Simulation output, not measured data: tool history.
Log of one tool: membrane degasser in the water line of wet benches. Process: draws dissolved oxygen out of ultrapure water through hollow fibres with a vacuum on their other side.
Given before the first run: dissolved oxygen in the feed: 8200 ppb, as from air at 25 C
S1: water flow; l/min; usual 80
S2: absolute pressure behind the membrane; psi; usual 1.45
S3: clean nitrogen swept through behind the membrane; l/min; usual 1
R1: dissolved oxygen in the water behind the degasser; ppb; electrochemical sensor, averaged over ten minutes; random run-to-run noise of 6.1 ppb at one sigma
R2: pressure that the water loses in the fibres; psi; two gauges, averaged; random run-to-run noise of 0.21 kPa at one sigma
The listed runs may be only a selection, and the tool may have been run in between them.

Run 1, day 0: usual settings. Result: R1 843.4 ppb, R2 7.468 psi.
Run 2, day 1.933: usual settings. Result: R1 850.6 ppb, R2 7.478 psi.
Run 3, day 4.317: usual settings but S2 0.97 psi. Result: R1 458.8 ppb, R2 7.517 psi.
Run 4, day 6.658: usual settings. Result: R1 856.6 ppb, R2 7.558 psi.
Run 5, day 8.179: usual settings. Result: R1 857.4 ppb, R2 7.496 psi.
Run 6, day 10.817: usual settings. Result: R1 852.8 ppb, R2 7.498 psi.
Run 7, day 12.983: usual settings. Result: R1 846.3 ppb, R2 7.493 psi.
Run 8, day 14.704: usual settings. Result: R1 845.2 ppb, R2 7.53 psi.
Run 9, day 16.233: usual settings but S2 1.46 psi. Result: R1 858.5 ppb, R2 7.482 psi.
Run 10, day 17.317: usual settings but S2 1.46 psi, S3 1.7 l/min. Result: R1 609.8 ppb, R2 7.53 psi.
Run 11, day 18.671: usual settings but S2 1.46 psi, S3 1.7 l/min. Result: R1 612.1 ppb, R2 7.556 psi.
Run 12, day 21.125: usual settings but S2 1.25 psi. Result: R1 694.4 ppb, R2 7.543 psi.
Run 13, day 22.408: usual settings but S2 1.25 psi. Result: R1 696.7 ppb, R2 7.558 psi.
Run 14, day 23.767: usual settings. Result: R1 850.6 ppb, R2 7.519 psi.
Run 15, day 25.871: usual settings. Result: R1 852 ppb, R2 7.532 psi.
Run 16, day 28.508: usual settings. Result: R1 848.8 ppb, R2 7.535 psi.
Run 17, day 30.721: usual settings but S1 69 l/min, S2 1.91 psi, S3 2.09 l/min. Result: R1 650.6 ppb, R2 6.454 psi.
Run 18, day 32.417: usual settings but S1 69 l/min, S2 1.91 psi, S3 2.09 l/min. Result: R1 646.3 ppb, R2 6.461 psi.
At day 32.571: vacuum gauge calibrated.
Run 19, day 34.95: usual settings but S3 0.75 l/min. Result: R1 1024.8 ppb, R2 7.516 psi.
Run 20, day 37.358: usual settings but S1 64 l/min, S2 1.9 psi, S3 0.75 l/min. Result: R1 1254.6 ppb, R2 6.029 psi.
Run 21, day 38.629: usual settings but S1 64 l/min, S2 1.9 psi, S3 0.75 l/min. Result: R1 1248.1 ppb, R2 6.038 psi.
At day 39.746: vacuum gauge calibrated, once more.
Run 22, day 40.758: usual settings but S1 100 l/min, S2 1.9 psi, S3 1.07 l/min. Result: R1 1314.2 ppb, R2 9.414 psi.
Run 23, day 43.292: usual settings but S1 110 l/min, S2 0.94 psi, S3 1.07 l/min. Result: R1 506.1 ppb, R2 10.361 psi.
Run 24, day 45.175: usual settings but S1 110 l/min, S2 0.94 psi, S3 1.07 l/min. Result: R1 509.1 ppb, R2 10.288 psi.
Run 25, day 47.862: usual settings but S1 58 l/min, S3 0.72 l/min. Result: R1 844.4 ppb, R2 5.419 psi.
Run 26, day 50.233: usual settings but S1 101 l/min, S2 3.55 psi. Result: R1 2621.7 ppb, R2 9.51 psi.
Run 27, day 51.8: usual settings but S1 112 l/min, S2 2.35 psi, S3 2.27 l/min. Result: R1 1118.4 ppb, R2 10.607 psi.
Run 28, day 53.017: usual settings but S2 3.44 psi, S3 1.84 l/min. Result: R1 1517.7 ppb, R2 7.559 psi.
Run 29, day 55.275: usual settings but S2 3.44 psi, S3 1.84 l/min. Result: R1 1510.6 ppb, R2 7.49 psi.
Run 30, day 56.612: usual settings but S2 0.91 psi, S3 1.45 l/min. Result: R1 317.4 ppb, R2 7.519 psi.
Run 31, day 59.154: usual settings but S1 53 l/min, S2 1.89 psi, S3 0.47 l/min. Result: R1 1434.2 ppb, R2 4.975 psi.
Run 32, day 60.729: usual settings but S2 1.28 psi. Result: R1 705.1 ppb, R2 7.519 psi.

Below are 3 alternative next runs, each starting from the tool's condition after run 32. Predict each:
Run A, day 62.725: usual settings but S1 119 l/min, S2 1.28 psi. Result: R1 ?, R2 ?.
Run B, day 62.725: usual settings but S1 64 l/min, S2 1.28 psi, S3 2.41 l/min. Result: R1 ?, R2 ?.
Run C, day 62.725: usual settings but S1 93 l/min, S2 0.96 psi, S3 2.91 l/min. Result: R1 ?, R2 ?.

run     R1      R2
  A  908.9  11.236
  B  314.4   6.068
  C  227.3   8.802
With no hidden state in the tool, these same runs would have given:
run     R1      R2
  A  904.3  11.014
  B  311.9   5.949
  C  224.2   8.628
